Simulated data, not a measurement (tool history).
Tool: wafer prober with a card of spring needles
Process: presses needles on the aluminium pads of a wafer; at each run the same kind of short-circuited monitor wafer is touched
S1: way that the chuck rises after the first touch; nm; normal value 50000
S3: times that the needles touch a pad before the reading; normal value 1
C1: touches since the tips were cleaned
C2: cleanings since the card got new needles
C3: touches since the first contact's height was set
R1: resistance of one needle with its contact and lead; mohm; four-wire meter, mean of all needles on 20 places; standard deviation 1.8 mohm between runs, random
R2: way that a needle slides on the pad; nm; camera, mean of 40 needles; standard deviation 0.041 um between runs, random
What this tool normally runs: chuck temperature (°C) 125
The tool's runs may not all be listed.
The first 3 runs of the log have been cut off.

At day 1.262: tips cleaned on abrasive film.
Run 4, day 1.262: usual settings but S1 49000 nm; C1 0; C2 5; C3 20633. Result: R1 192 mohm, R2 11760 nm.
Run 5, day 1.821: usual settings but S1 49000 nm; C1 3796; C2 5; C3 24429. Result: R1 192 mohm, R2 11780 nm.
At day 1.867: tips cleaned on abrasive film.
Run 6, day 2.246: usual settings but S1 49000 nm; C1 2567; C2 6; C3 27276. Result: R1 190 mohm, R2 11750 nm.
At day 2.467: tips cleaned on abrasive film.
Run 7, day 2.946: usual settings but S1 49000 nm; C1 3255; C2 7; C3 32004. Result: R1 191 mohm, R2 11680 nm.
At day 3.071: tips cleaned on abrasive film.
Run 8, day 3.542: usual settings but S1 49000 nm; C1 3211; C2 8; C3 36029. Result: R1 192 mohm, R2 11750 nm.
At day 3.704: tips cleaned on abrasive film.
Run 9, day 4.171: usual settings but S1 47000 nm; C1 3159; C2 9; C3 40257. Result: R1 192 mohm, R2 11190 nm.
At day 4.312: tips cleaned on abrasive film.
Run 10, day 4.692: usual settings but S1 47000 nm; C1 2553; C2 10; C3 43758. Result: R1 190 mohm, R2 11130 nm.
At day 4.942: tips cleaned on abrasive film.
Run 11, day 5.346: usual settings but S1 47000 nm; C1 2741; C2 11; C3 48181. Result: R1 196 mohm, R2 11160 nm.
At day 5.554: tips cleaned on abrasive film.
Run 12, day 5.654: usual settings; C1 666; C2 12; C3 50232. Result: R1 194 mohm, R2 11880 nm.
At day 6.15: tips cleaned on abrasive film.
Run 13, day 6.15: usual settings; C1 0; C2 13; C3 53566. Result: R1 191 mohm, R2 11850 nm.
Run 14, day 6.575: usual settings; C1 2902; C2 13; C3 56468. Result: R1 191 mohm, R2 11920 nm.
At day 6.788: tips cleaned on abrasive film.
Run 15, day 6.983: usual settings; C1 1326; C2 14; C3 59195. Result: R1 191 mohm, R2 11890 nm.
At day 7.412: tips cleaned on abrasive film.
Run 16, day 7.462: usual settings but S3 3; C1 343; C2 15; C3 62439. Result: R1 193 mohm, R2 11880 nm.
At day 8.021: tips cleaned on abrasive film.
Run 17, day 8.083: usual settings but S3 3; C1 433; C2 16; C3 66618. Result: R1 194 mohm, R2 11800 nm.
At day 8.617: tips cleaned on abrasive film.
Run 18, day 8.738: usual settings but chuck temperature (°C) 123; C1 819; C2 17; C3 71029. Result: R1 189 mohm, R2 11820 nm.
At day 9.212: tips cleaned on abrasive film.
Run 19, day 9.212: usual settings but chuck temperature (°C) 123; C1 0; C2 18; C3 74226. Result: R1 192 mohm, R2 11790 nm.
Run 20, day 9.521: usual settings but S1 55000 nm, chuck temperature (°C) 51, S3 2; C1 2087; C2 18; C3 76313. Result: R1 173 mohm, R2 12980 nm.
At day 9.842: tips cleaned on abrasive film.
Run 21, day 10.221: usual settings but S1 69000 nm, chuck temperature (°C) 113, S3 2; C1 2562; C2 19; C3 81029. Result: R1 187 mohm, R2 16330 nm.
At day 10.475: tips cleaned on abrasive film.
Run 22, day 10.558: usual settings but S1 31000 nm, chuck temperature (°C) 28; C1 554; C2 20; C3 83280. Result: R1 182 mohm, R2 7330 nm.
At day 11.075: gauge calibrated.
At day 11.079: tips cleaned on abrasive film.
Run 23, day 11.25: usual settings but S1 32000 nm; C1 1154; C2 21; C3 87955. Result: R1 202 mohm, R2 7670 nm.
Run 24, day 11.629: usual settings but S1 61000 nm, S3 2; C1 3730; C2 21; C3 90531. Result: R1 189 mohm, R2 14600 nm.
At day 11.688: tips cleaned on abrasive film.
Run 25, day 11.975: usual settings but S1 58000 nm, chuck temperature (°C) 91; C1 1930; C2 22; C3 92832. Result: R1 182 mohm, R2 13920 nm.
At day 12.325: tips cleaned on abrasive film.
Run 26, day 12.383: usual settings but chuck temperature (°C) 41, S3 2; C1 392; C2 23; C3 95581. Result: R1 175 mohm, R2 11960 nm.
At day 12.946: tips cleaned on abrasive film.
Run 27, day 12.958: usual settings but S1 52000 nm, S3 2; C1 83; C2 24; C3 99464. Result: R1 194 mohm, R2 12490 nm.
Run 28, day 13.408: usual settings but chuck temperature (°C) 34; C1 3124; C2 24; C3 102505. Result: R1 175 mohm, R2 11890 nm.

Run 29 has not been measured yet. What should we expect?
At day 13.579: tips cleaned on abrasive film.
Run 29, day 13.733: usual settings but S1 45000 nm, chuck temperature (°C) 34, S3 2; C1 1065; C2 25; C3 104700. Result: R1 ?, R2 ?.

R1: 177 mohm
R2: 10760 nm
The same run, on a tool lacking any hidden state, would have yielded R1 177 mohm, R2 10810 nm.

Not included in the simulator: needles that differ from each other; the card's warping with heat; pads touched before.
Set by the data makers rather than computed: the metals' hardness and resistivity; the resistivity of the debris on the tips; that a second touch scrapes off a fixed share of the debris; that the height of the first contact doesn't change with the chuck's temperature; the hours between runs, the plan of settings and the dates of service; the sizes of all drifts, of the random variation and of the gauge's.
